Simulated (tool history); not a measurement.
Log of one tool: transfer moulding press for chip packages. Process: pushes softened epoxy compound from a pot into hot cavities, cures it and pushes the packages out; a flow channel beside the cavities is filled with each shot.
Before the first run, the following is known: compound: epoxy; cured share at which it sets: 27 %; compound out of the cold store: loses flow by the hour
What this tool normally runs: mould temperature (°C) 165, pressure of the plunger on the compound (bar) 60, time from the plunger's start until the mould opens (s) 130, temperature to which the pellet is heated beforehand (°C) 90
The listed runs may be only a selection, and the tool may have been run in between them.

run	hour	mould temperature (°C)	pressure of the plunger on the compound (bar)	time from the plunger's start until the mould opens (s)	temperature to which the pellet is heated beforehand (°C)	incoming compound's hours out of the cold store	length that the compound runs in the flow channel (mm)	greatest force on the pins that push the packages out (N)
1	0	165	60	130	90	38.9	541	349
2	47.8	165	60	130	81	11.7	615	361
3	97.5	165	60	130	81	12.3	613	361
# hour 111: cavities cleaned with cleaning compound and waxed
4	147.8	165	60	130	81	16.3	606	368
# hour 182.9: mould's thermocouples calibrated
5	208.6	158	60	130	81	39.3	572	605
# hour 244.3: cavities cleaned with cleaning compound and waxed
6	268.2	158	60	130	81	44.5	555	580
# hour 306.2: plunger's sealing rings changed
7	338.5	158	60	130	81	29.4	602	603
# hour 379.8: cavities cleaned with cleaning compound and waxed
8	399.5	158	60	130	81	37.4	571	592
9	465.3	165	60	124	90	46	529	368
# hour 511.9: cavities cleaned with cleaning compound and waxed
10	521.1	165	60	124	90	29.6	560	390
11	559.5	165	60	130	90	45.4	530	349
12	604.4	165	60	130	90	15.3	617	369
# hour 647.6: cavities cleaned with cleaning compound and waxed
13	647.7	165	60	130	90	13.4	610	365
14	680.4	165	60	130	90	40.1	540	358
15	746.3	165	60	130	90	18.9	599	366
16	774.2	165	60	130	90	40.8	541	371
# hour 780.8: cavities cleaned with cleaning compound and waxed
17	828.5	165	60	163	90	15	609	306
18	882.5	165	60	130	90	36.5	552	346
# hour 913.5: cavities cleaned with cleaning compound and waxed
19	945.2	165	58.4	130	90	12.3	613	353
# hour 957.9: plunger's sealing rings changed
20	1003.2	172	49.4	130	81	39.6	488	310
# hour 1008.4: mould's thermocouples calibrated
21	1039	172	49.4	130	81	14.3	541	293
# hour 1049: cavities cleaned with cleaning compound and waxed
22	1084.7	165	60.8	141	90	18	608	323
23	1120.6	165	60.8	141	90	46.9	529	343
# hour 1181.4: cavities cleaned with cleaning compound and waxed
24	1182.1	165	60.8	141	90	30	574	319
25	1223.6	157	68.5	130	90	40.8	601	629
26	1262.9	157	68.5	130	90	19.4	664	680
# hour 1315: cavities cleaned with cleaning compound and waxed
27	1331.4	157	65.5	119	90	38	596	726
28	1396.2	157	65.5	119	90	20.3	650	824

Predict each of these 3 candidate next runs independently; none follows another, all start after run 28:
# hour 1446.5: cavities cleaned with cleaning compound and waxed
A	1446.5	165	65.8	130	90	8.2	?	?
# hour 1446.5: cavities cleaned with cleaning compound and waxed
B	1446.5	165	70	130	90	17	?	?
# hour 1446.5: cavities cleaned with cleaning compound and waxed
C	1446.5	165	60	130	97	12	?	?

run	length that the compound runs in the flow channel (mm)	greatest force on the pins that push the packages out (N)
A	660	376
B	653	360
C	626	364
With the hidden condition removed and each run's random variation left untouched, the same runs would have given:
run	length that the compound runs in the flow channel (mm)	greatest force on the pins that push the packages out (N)
A	661	376
B	654	360
C	627	364
